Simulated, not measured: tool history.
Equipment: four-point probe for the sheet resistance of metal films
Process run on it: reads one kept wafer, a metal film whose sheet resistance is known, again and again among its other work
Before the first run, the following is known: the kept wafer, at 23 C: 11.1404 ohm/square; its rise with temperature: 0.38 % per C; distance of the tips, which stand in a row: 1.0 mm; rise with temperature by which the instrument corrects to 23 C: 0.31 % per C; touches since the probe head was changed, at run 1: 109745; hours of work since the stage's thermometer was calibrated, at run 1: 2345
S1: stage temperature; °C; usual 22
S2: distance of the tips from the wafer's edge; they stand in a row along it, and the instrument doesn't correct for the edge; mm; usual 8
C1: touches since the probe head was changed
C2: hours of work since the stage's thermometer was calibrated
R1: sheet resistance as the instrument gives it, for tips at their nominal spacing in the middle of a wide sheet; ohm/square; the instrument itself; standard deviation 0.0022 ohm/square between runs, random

run    hour  S1  S2      C1    C2         R1
  1     0.0  22   8  109745  2345  11.101083
  2    68.0  22   8  112758  2395  11.095653
  3   139.3  22  53  115917  2447  11.004110
  4   196.1  22   7  118436  2489  11.126983
  5   261.5  22   8  121337  2537  11.092052
  6   322.1  24   8  124020  2582  11.105902
  7   379.9  24   8  126581  2624  11.104744
  8   467.7  19   8  130474  2688  11.061431
  9   546.6  19   8  133972  2746  11.062206
 10   589.8  19   8  135886  2778  11.060696
 11   643.9  19  11  138284  2818  11.015792
 12   715.9  28  27  141475  2871  11.042458
 13   766.7  30   9  143730  2908  11.121025
      853.0  -- stage's thermometer calibrated
 14   853.0  30   9  147534     0  11.127052
 15   930.3  30  52  150958    57  11.056575
 16  1019.8  30  52  154925   122  11.052015
 17  1094.3  25  15  158227   177  11.040799
 18  1178.1  25  15  161941   239  11.036495
 19  1228.6  29  15  164181   276  11.066634
 20  1272.0  23  17  166105   308  11.021094
 21  1349.3  23   3  169531   364  11.611729

Branching from run 21: 3 alternative next runs. What would each branch give?
  A  1391.5  22   8  171399  395   ?
  B  1391.5  23   3  171399  395   ?
  C  1391.5  33   3  171399  395   ?

run         R1
  A  11.074833
  B  11.614009
  C  11.686616
What these runs would have given with no unlogged condition in the tool:
run         R1
  A  11.223759
  B  11.769567
  C  11.842944

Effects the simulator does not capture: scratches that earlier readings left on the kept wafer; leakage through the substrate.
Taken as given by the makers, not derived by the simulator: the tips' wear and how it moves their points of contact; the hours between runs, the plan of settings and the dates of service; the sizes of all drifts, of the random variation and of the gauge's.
